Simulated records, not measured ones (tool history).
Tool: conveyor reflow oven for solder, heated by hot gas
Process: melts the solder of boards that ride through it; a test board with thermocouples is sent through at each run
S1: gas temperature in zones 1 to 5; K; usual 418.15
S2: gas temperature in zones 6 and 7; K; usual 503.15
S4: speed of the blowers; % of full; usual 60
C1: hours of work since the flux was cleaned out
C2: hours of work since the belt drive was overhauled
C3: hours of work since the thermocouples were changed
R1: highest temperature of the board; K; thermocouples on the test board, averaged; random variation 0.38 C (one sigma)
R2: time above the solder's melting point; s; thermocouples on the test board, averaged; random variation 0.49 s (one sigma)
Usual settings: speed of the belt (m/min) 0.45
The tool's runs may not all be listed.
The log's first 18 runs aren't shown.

{"run": 19, "hour": 209.0, "S1": 433.15, "S2": 493.15, "speed of the belt (m/min)": 0.45, "S4": 60, "C1": 373, "C2": 169, "C3": 221, "R1": 476.65, "R2": 53.6}
{"run": 20, "hour": 219.5, "S1": 418.15, "S2": 493.15, "speed of the belt (m/min)": 0.407, "S4": 60, "C1": 379, "C2": 176, "C3": 228, "R1": 474.95, "R2": 50.4}
{"run": 21, "hour": 226.2, "S1": 418.15, "S2": 493.15, "speed of the belt (m/min)": 0.407, "S4": 60, "C1": 383, "C2": 180, "C3": 232, "R1": 475.35, "R2": 50.1}
{"run": 22, "hour": 233.0, "S1": 413.15, "S2": 503.15, "speed of the belt (m/min)": 0.528, "S4": 60, "C1": 388, "C2": 184, "C3": 236, "R1": 471.55, "R2": 30.6}
{"hour": 249.0, "done": "flux residue cleaned out of gas plates and filters"}
{"run": 23, "hour": 251.2, "S1": 413.15, "S2": 503.15, "speed of the belt (m/min)": 0.45, "S4": 55, "C1": 1, "C2": 192, "C3": 245, "R1": 480.75, "R2": 49.7}
{"run": 24, "hour": 260.0, "S1": 413.15, "S2": 503.15, "speed of the belt (m/min)": 0.45, "S4": 55, "C1": 7, "C2": 198, "C3": 250, "R1": 479.95, "R2": 49.8}
{"run": 25, "hour": 274.9, "S1": 428.15, "S2": 510.15, "speed of the belt (m/min)": 0.402, "S4": 72, "C1": 16, "C2": 207, "C3": 259, "R1": 497.75, "R2": 81.2}
{"run": 26, "hour": 289.8, "S1": 418.15, "S2": 503.15, "speed of the belt (m/min)": 0.41, "S4": 60, "C1": 25, "C2": 217, "C3": 269, "R1": 486.45, "R2": 65.6}
{"run": 27, "hour": 299.8, "S1": 418.15, "S2": 503.15, "speed of the belt (m/min)": 0.41, "S4": 60, "C1": 32, "C2": 223, "C3": 275, "R1": 487.05, "R2": 64.8}
{"run": 28, "hour": 314.0, "S1": 431.15, "S2": 516.15, "speed of the belt (m/min)": 0.45, "S4": 51, "C1": 41, "C2": 232, "C3": 284, "R1": 493.85, "R2": 70.5}
{"run": 29, "hour": 328.7, "S1": 431.15, "S2": 516.15, "speed of the belt (m/min)": 0.45, "S4": 51, "C1": 50, "C2": 241, "C3": 293, "R1": 494.45, "R2": 70.4}
{"run": 30, "hour": 339.2, "S1": 418.15, "S2": 503.15, "speed of the belt (m/min)": 0.424, "S4": 60, "C1": 56, "C2": 247, "C3": 300, "R1": 485.75, "R2": 61.3}

4 ways to go on from here, each from the tool as it stands after run 30. What would each give?
{"run": "A", "hour": 346.0, "S1": 418.15, "S2": 508.15, "speed of the belt (m/min)": 0.379, "S4": 69, "C1": 61, "C2": 252, "C3": 304, "R1": "?", "R2": "?"}
{"run": "B", "hour": 346.0, "S1": 418.15, "S2": 492.15, "speed of the belt (m/min)": 0.39, "S4": 89, "C1": 61, "C2": 252, "C3": 304, "R1": "?", "R2": "?"}
{"run": "C", "hour": 346.0, "S1": 407.15, "S2": 514.15, "speed of the belt (m/min)": 0.45, "S4": 60, "C1": 61, "C2": 252, "C3": 304, "R1": "?", "R2": "?"}
{"run": "D", "hour": 346.0, "S1": 417.15, "S2": 503.15, "speed of the belt (m/min)": 0.47, "S4": 64, "C1": 61, "C2": 252, "C3": 304, "R1": "?", "R2": "?"}

run=A R1=496.15 R2=80.3
run=B R1=484.75 R2=67.6
run=C R1=490.25 R2=57.4
run=D R1=482.35 R2=52.3
Without the tool's hidden state the same runs would have given:
run=A R1=496.45 R2=80.2
run=B R1=484.95 R2=67.8
run=C R1=490.75 R2=57.5
run=D R1=482.75 R2=52.5

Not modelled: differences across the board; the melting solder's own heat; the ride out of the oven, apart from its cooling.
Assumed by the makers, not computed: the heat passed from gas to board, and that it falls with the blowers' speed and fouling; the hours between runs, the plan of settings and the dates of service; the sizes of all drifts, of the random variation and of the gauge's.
